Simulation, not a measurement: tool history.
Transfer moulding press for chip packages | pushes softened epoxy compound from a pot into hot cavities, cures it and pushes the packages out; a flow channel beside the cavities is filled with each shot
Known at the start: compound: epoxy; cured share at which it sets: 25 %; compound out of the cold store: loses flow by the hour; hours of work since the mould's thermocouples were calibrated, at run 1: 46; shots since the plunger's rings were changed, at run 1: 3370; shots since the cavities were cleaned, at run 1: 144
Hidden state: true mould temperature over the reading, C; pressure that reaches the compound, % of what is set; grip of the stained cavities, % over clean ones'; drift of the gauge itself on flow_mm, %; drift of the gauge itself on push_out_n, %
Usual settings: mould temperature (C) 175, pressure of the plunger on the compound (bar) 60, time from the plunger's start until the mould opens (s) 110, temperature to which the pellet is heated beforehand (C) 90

| run | day | mould temperature (C) | pressure of the plunger on the compound (bar) | time from the plunger's start until the mould opens (s) | temperature to which the pellet is heated beforehand (C) | hours of work since the mould's thermocouples were calibrated | shots since the plunger's rings were changed | shots since the cavities were cleaned | incoming compound's hours out of the cold store | length that the compound runs in the flow channel (mm) | greatest force on the pins that push the packages out (N) |
|---|---|---|---|---|---|---|---|---|---|---|---|
| 1 | 0 | 175 | 60 | 110 | 90 | 46 | 3370 | 144 | 15.6 | 850 | 572 |
| 2 | 0.296 | 180 | 60 | 110 | 90 | 50 | 3429 | 203 | 25.6 | 795 | 482 |
| 3 | 0.467 | 175 | 60 | 110 | 90 | 52 | 3462 | 236 | 32.8 | 773 | 591 |
| 4 | 0.729 | 175 | 60 | 110 | 90 | 55 | 3514 | 288 | 29.7 | 798 | 587 |
| 5 | 0.95 | 175 | 60 | 110 | 90 | 57 | 3558 | 332 | 32.1 | 783 | 622 |
| 6 | 1.233 | 175 | 60 | 110 | 82 | 61 | 3613 | 387 | 34.1 | 771 | 648 |
| 7 | 1.417 | 175 | 60.8 | 110 | 90 | 63 | 3649 | 423 | 10.3 | 873 | 695 |
| 8 | 1.592 | 175 | 60.8 | 110 | 90 | 65 | 3684 | 458 | 14.9 | 862 | 709 |
| 9 | 1.838 | 175 | 60.8 | 110 | 90 | 68 | 3733 | 507 | 18.5 | 839 | 692 |
|  | 2.008 | cavities cleaned with cleaning compound and waxed |
| 10 | 2.112 | 175 | 60.8 | 110 | 90 | 71 | 3774 | 20 | 21 | 830 | 740 |
| 11 | 2.488 | 175 | 60.8 | 110 | 90 | 75 | 3848 | 94 | 8.9 | 882 | 756 |
| 12 | 2.758 | 175 | 60.8 | 110 | 90 | 78 | 3902 | 148 | 35.4 | 773 | 746 |
| 13 | 3.067 | 175 | 60 | 110 | 90 | 82 | 3962 | 208 | 42.6 | 729 | 781 |
| 14 | 3.417 | 179 | 60 | 110 | 90 | 86 | 4032 | 278 | 41.8 | 731 | 657 |
|  | 3.888 | plunger's sealing rings changed |
| 15 | 3.929 | 180 | 45.3 | 138 | 96 | 91 | 8 | 358 | 45.9 | 651 | 649 |
|  | 4.304 | cavities cleaned with cleaning compound and waxed, once more |
| 16 | 4.333 | 180 | 45.3 | 138 | 96 | 95 | 76 | 6 | 16 | 769 | 357 |
| 17 | 4.633 | 180 | 45.3 | 138 | 96 | 99 | 135 | 65 | 29.1 | 713 | 390 |
| 18 | 5.038 | 180 | 45.3 | 94 | 96 | 104 | 215 | 145 | 45.1 | 668 | 506 |
| 19 | 5.233 | 169 | 60 | 110 | 93 | 106 | 253 | 183 | 23.4 | 875 | 866 |
| 20 | 5.521 | 170 | 53.3 | 132 | 82 | 110 | 310 | 240 | 33 | 801 | 617 |
| 21 | 5.912 | 171 | 53.3 | 132 | 82 | 114 | 387 | 317 | 22.2 | 841 | 598 |
| 22 | 6.162 | 182 | 60 | 136 | 97 | 117 | 437 | 367 | 19 | 836 | 500 |
| 23 | 6.521 | 175 | 60 | 110 | 96 | 122 | 508 | 438 | 41.2 | 789 | 638 |
| 24 | 6.808 | 175 | 60 | 110 | 96 | 125 | 564 | 494 | 37.3 | 805 | 661 |
|  | 7.029 | cavities cleaned with cleaning compound and waxed |
| 25 | 7.225 | 178 | 60 | 105 | 90 | 129 | 634 | 39 | 19.8 | 873 | 431 |
| 26 | 7.604 | 178 | 60 | 105 | 90 | 134 | 709 | 114 | 16.7 | 863 | 505 |
| 27 | 7.921 | 178 | 74.7 | 111 | 90 | 138 | 771 | 176 | 30.4 | 911 | 490 |
| 28 | 8.196 | 175 | 60 | 110 | 82 | 141 | 826 | 231 | 29.2 | 839 | 591 |

Alternative continuations, all from the tool just after run 28; predict every row:
| A | 8.367 | 175 | 67.6 | 118 | 83 | 143 | 859 | 264 | 22.9 | ? | ? |
| B | 8.367 | 179 | 50.3 | 110 | 88 | 143 | 859 | 264 | 20.1 | ? | ? |
| C | 8.367 | 175 | 60 | 137 | 92 | 143 | 859 | 264 | 41.7 | ? | ? |
| D | 8.367 | 175 | 60 | 123 | 81 | 143 | 859 | 264 | 26.7 | ? | ? |
| E | 8.367 | 175 | 59.3 | 117 | 85 | 143 | 859 | 264 | 27.7 | ? | ? |

| run | length that the compound runs in the flow channel (mm) | greatest force on the pins that push the packages out (N) |
|---|---|---|
| A | 914 | 530 |
| B | 777 | 505 |
| C | 785 | 477 |
| D | 847 | 519 |
| E | 840 | 566 |
With no hidden state in the tool, these same runs would have given:
| run | length that the compound runs in the flow channel (mm) | greatest force on the pins that push the packages out (N) |
|---|---|---|
| A | 928 | 398 |
| B | 789 | 382 |
| C | 797 | 359 |
| D | 860 | 389 |
| E | 853 | 425 |

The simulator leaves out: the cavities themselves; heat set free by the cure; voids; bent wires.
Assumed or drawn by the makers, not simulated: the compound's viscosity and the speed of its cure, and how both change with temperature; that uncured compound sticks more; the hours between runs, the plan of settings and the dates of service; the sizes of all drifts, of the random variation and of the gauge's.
